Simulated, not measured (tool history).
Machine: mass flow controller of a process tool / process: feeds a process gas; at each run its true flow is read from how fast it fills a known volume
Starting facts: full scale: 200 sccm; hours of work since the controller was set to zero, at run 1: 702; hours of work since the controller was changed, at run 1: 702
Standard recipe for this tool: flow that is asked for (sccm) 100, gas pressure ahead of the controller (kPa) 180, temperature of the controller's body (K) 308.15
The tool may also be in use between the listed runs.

run    hour  flow that is asked for (sccm)  gas pressure ahead of the controller (kPa)  temperature of the controller's body (K)  hours of work since the controller was set to zero  hours of work since the controller was changed  true flow (%)
  1       0                            100                                         180                                    308.15                                                 702                                             702          98.52
  2   174.4                            100                                         180                                    308.15                                                 780                                             780          98.48
  3   304.9                            100                                         254                                    308.15                                                 838                                             838          98.33
  4   462.6                            100                                         254                                    308.15                                                 908                                             908          98.31
  5   615.3                            100                                         254                                    308.15                                                 975                                             975          98.31
  6   697.6                            100                                         254                                    308.15                                                1012                                            1012           98.2
  7     850                            100                                         254                                    308.15                                                1080                                            1080          98.25
      858.2  -- controller's zero set anew
  8   990.9                            100                                         254                                    308.15                                                  59                                            1142          97.95
     1110.2  -- controller's zero set anew, once more
  9  1133.1                            100                                         254                                    308.15                                                  10                                            1205           98.4
 10  1287.3                            100                                         254                                    308.15                                                  79                                            1273          98.45
 11  1427.3                             34                                         251                                    300.15                                                 141                                            1336          98.79
 12  1580.6                             67                                         180                                    294.15                                                 209                                            1404          99.76
 13  1725.5                             41                                         242                                    304.15                                                 273                                            1468          98.41
 14  1839.2                             41                                         242                                    304.15                                                 324                                            1518          98.41
 15    1961                            100                                         249                                    296.15                                                 378                                            1572          99.56
 16  2062.1                             40                                         226                                    305.15                                                 423                                            1617           98.2

5 options for the next run, each taken on its own from the tool as it stands now. Forecast them:
  A  2139.6                             37                                         226                                    305.15                                                 457                                            1652              ?
  B  2139.6                             81                                         175                                    308.15                                                 457                                            1652              ?
  C  2139.6                             40                                         145                                    305.15                                                 457                                            1652              ?
  D  2139.6                             40                                         226                                    312.15                                                 457                                            1652              ?
  E  2139.6                             77                                         226                                    305.15                                                 457                                            1652              ?

run  true flow (%)
  A          98.14
  B          98.58
  C          98.53
  D          97.56
  E          98.65
Had the tool no hidden state, the same runs would have come out as:
run  true flow (%)
  A          98.43
  B          98.55
  C          98.78
  D          97.81
  E          98.64

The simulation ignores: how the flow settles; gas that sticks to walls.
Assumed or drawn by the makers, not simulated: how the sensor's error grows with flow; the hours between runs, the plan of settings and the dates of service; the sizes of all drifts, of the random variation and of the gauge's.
